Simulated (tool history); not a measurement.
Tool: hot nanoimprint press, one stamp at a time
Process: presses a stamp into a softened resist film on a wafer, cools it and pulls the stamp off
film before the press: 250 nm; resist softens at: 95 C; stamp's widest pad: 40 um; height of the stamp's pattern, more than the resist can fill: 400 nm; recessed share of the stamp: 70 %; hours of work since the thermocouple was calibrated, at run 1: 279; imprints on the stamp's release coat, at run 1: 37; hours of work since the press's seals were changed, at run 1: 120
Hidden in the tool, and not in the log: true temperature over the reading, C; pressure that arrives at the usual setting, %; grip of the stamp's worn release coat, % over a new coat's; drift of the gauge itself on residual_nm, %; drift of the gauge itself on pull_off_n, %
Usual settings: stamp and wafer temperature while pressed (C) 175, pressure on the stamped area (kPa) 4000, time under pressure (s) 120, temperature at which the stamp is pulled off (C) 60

run,hour,stamp and wafer temperature while pressed (C),pressure on the stamped area (kPa),time under pressure (s),temperature at which the stamp is pulled off (C),hours of work since the thermocouple was calibrated,imprints on the stamp's release coat,hours of work since the press's seals were changed,resist left under the stamp's widest pad (Å),greatest force while the stamp is pulled off (N)
1,0.0,175,4000,120,60,279,37,120,1272,158
# hour 17.6: plate thermocouple calibrated
2,21.1,175,4000,120,62,2,84,129,1268,159
3,31.2,173,4000,120,60,7,110,134,1347,167
4,55.5,173,4000,120,60,19,173,146,1349,170
5,79.2,173,4000,120,60,31,234,158,1349,172
6,94.2,173,4000,120,60,38,273,165,1344,174
7,105.1,173,4000,120,60,43,301,170,1341,176
8,117.1,173,4000,120,58,49,332,176,1343,183
9,132.5,175,4990,209,60,57,371,184,926,184
10,150.0,175,4000,137,58,66,417,193,1208,187
# hour 162.0: plate thermocouple calibrated, once more
11,165.2,175,4590,148,57,2,448,199,1135,206
12,182.4,185,2810,76,55,10,492,207,1322,199

5 ways to go on from here, each from the tool as it stands after run 12. What would each give?
A,197.1,175,5710,120,60,17,530,215,?,?
B,197.1,167,2820,76,62,17,530,215,?,?
C,197.1,185,5320,76,55,17,530,215,?,?
D,197.1,185,2610,76,55,17,530,215,?,?
E,197.1,175,4000,117,51,17,530,215,?,?

run,resist left under the stamp's widest pad (Å),greatest force while the stamp is pulled off (N)
A,1076,196
B,2072,191
C,916,202
D,1369,210
E,1310,224
Without the tool's hidden state the same runs would have given:
run,resist left under the stamp's widest pad (Å),greatest force while the stamp is pulled off (N)
A,1063,159
B,2063,156
C,905,164
D,1359,171
E,1297,182
